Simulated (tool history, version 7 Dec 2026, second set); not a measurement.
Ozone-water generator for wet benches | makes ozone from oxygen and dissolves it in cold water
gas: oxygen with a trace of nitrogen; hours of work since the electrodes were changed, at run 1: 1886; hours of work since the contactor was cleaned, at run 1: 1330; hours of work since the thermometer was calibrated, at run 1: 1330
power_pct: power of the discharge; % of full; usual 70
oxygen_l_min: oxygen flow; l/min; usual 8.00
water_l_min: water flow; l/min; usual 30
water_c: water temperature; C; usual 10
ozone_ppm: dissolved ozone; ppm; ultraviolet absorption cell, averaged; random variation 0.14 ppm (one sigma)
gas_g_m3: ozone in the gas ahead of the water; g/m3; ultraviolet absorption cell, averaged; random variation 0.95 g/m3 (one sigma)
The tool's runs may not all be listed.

run	hour	power_pct	oxygen_l_min	water_l_min	water_c	hours of work since the electrodes were changed	hours of work since the contactor was cleaned	hours of work since the thermometer was calibrated	ozone_ppm	gas_g_m3
1	0.0	70	8.00	30	10	1886	1330	1330	15.3	153.0
2	97.6	70	8.00	30	10	1976	1420	1420	15.1	156.1
3	181.0	70	8.00	30	10	2052	1497	1497	15.1	153.3
4	257.8	70	8.00	30	10	2123	1568	1568	15.2	151.4
5	386.0	70	8.00	30	10	2241	1685	1685	15.3	151.9
6	504.7	70	8.00	30	6	2350	1795	1795	16.0	153.0
7	598.3	70	8.00	30	6	2436	1881	1881	15.8	151.6
8	691.1	70	8.00	30	6	2522	1966	1966	15.8	150.1
9	833.4	70	9.93	30	10	2653	2097	2097	15.5	137.8
10	948.2	70	9.93	30	10	2758	2203	2203	15.2	135.0
11	1052.9	70	9.93	30	10	2854	2299	2299	15.2	135.7
12	1126.5	70	8.00	30	10	2922	2367	2367	14.7	147.7
13	1222.8	70	8.00	30	10	3011	2455	2455	14.6	148.5
14	1350.7	70	8.00	30	10	3128	2573	2573	14.7	149.7
# hour 1360.0: water thermometer calibrated
15	1465.8	70	8.00	30	10	3234	2678	97	14.5	147.1
16	1609.0	70	8.00	30	10	3366	2810	229	14.7	147.6
# hour 1673.6: water thermometer calibrated, once more
17	1751.2	70	8.00	30	10	3496	2940	71	14.6	146.9
18	1886.8	70	8.00	30	10	3621	3065	196	14.5	146.5
19	2020.5	70	8.00	31	13	3744	3188	319	13.5	147.4
20	2102.2	70	13.77	31	13	3819	3263	394	14.4	117.2
21	2166.7	44	13.77	43	13	3878	3323	454	8.2	83.7
22	2271.7	72	8.00	21	10	3975	3419	550	19.1	146.9
23	2415.8	72	8.00	21	10	4107	3552	683	19.0	148.0
24	2532.3	80	11.60	21	10	4214	3659	790	21.1	134.0
25	2642.9	80	11.60	21	10	4316	3761	892	20.4	131.8
26	2716.1	80	11.60	21	10	4383	3828	959	20.8	134.4
27	2842.3	70	11.18	42	10	4500	3944	1075	11.1	122.1
28	2951.9	70	8.00	47	10	4600	4045	1176	9.5	142.7
29	3066.0	70	8.00	47	10	4705	4150	1281	9.3	141.5
30	3142.2	70	8.00	29	5	4775	4220	1351	15.3	142.0
31	3267.6	70	8.00	38	5	4891	4335	1466	12.0	141.1
32	3413.4	70	8.00	29	13	5025	4469	1600	13.6	141.4
33	3486.8	78	6.28	39	7	5092	4537	1668	11.2	165.6

3 ways to go on from here, each from the tool as it stands after run 33. What would each give?
A	3551.6	70	8.00	38	10	5152	4596	1727	?	?
B	3551.6	70	6.91	30	11	5152	4596	1727	?	?
C	3551.6	78	6.28	39	5	5152	4596	1727	?	?

run	ozone_ppm	gas_g_m3
A	11.3	140.4
B	13.1	148.9
C	11.4	165.5
Without the tool's hidden state the same runs would have given:
run	ozone_ppm	gas_g_m3
A	13.3	162.1
B	15.4	172.0
C	13.6	193.1

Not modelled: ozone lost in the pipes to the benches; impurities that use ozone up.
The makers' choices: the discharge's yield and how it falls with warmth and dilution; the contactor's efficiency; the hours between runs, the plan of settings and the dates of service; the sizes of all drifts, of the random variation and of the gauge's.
